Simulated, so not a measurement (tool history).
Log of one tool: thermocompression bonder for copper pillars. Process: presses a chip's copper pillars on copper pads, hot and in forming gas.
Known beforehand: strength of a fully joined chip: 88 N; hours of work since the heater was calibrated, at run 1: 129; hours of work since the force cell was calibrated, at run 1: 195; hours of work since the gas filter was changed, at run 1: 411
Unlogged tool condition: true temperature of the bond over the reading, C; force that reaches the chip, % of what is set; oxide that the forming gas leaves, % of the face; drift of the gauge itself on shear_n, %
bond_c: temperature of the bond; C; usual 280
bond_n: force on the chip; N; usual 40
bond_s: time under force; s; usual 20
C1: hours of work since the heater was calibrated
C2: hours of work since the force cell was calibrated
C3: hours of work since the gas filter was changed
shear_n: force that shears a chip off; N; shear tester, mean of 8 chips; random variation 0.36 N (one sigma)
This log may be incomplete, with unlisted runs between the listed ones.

Run 1, hour 0.0: usual settings; C1 129; C2 195; C3 411. Result: shear_n 42.8 N.
Run 2, hour 11.3: usual settings but bond_n 36 N; C1 137; C2 203; C3 418. Result: shear_n 39.0 N.
At hour 18.2: forming gas filter changed.
Run 3, hour 25.1: usual settings but bond_n 36 N; C1 146; C2 212; C3 5. Result: shear_n 41.7 N.
Run 4, hour 31.1: usual settings; C1 150; C2 216; C3 9. Result: shear_n 46.7 N.
Run 5, hour 44.1: usual settings; C1 159; C2 225; C3 18. Result: shear_n 46.6 N.
Run 6, hour 57.2: usual settings; C1 168; C2 234; C3 27. Result: shear_n 46.5 N.
Run 7, hour 64.5: usual settings but bond_c 282 C, bond_n 52 N, bond_s 60 s; C1 173; C2 239; C3 32. Result: shear_n 76.1 N.
Run 8, hour 77.4: usual settings but bond_c 282 C, bond_n 52 N, bond_s 60 s; C1 182; C2 248; C3 41. Result: shear_n 74.6 N.
Run 9, hour 90.1: usual settings but bond_c 282 C, bond_n 52 N, bond_s 60 s; C1 191; C2 257; C3 50. Result: shear_n 74.8 N.
Run 10, hour 99.9: usual settings but bond_c 282 C, bond_n 42 N, bond_s 60 s; C1 198; C2 264; C3 57. Result: shear_n 66.4 N.
Run 11, hour 109.5: usual settings; C1 205; C2 271; C3 63. Result: shear_n 45.7 N.
Run 12, hour 118.5: usual settings but bond_c 257 C, bond_s 12 s; C1 211; C2 277; C3 70. Result: shear_n 27.6 N.

Alternative continuations, all from the tool just after run 12; predict every row:
Run A, hour 128.9: usual settings but bond_c 257 C, bond_n 29 N; C1 218; C2 284; C3 77. Result: shear_n ?.
Run B, hour 128.9: usual settings but bond_c 297 C, bond_n 30 N, bond_s 52 s; C1 218; C2 284; C3 77. Result: shear_n ?.
Run C, hour 128.9: usual settings but bond_c 257 C, bond_n 38 N, bond_s 12 s; C1 218; C2 284; C3 77. Result: shear_n ?.
Run D, hour 128.9: usual settings but bond_n 51 N, bond_s 34 s; C1 218; C2 284; C3 77. Result: shear_n ?.

run  shear_n
  A     22.7
  B     57.3
  C     25.3
  D     64.7
The same runs, with their run-to-run variation unchanged, on a tool lacking any hidden condition would have given:
run  shear_n
  A     22.9
  B     57.8
  C     25.5
  D     65.4
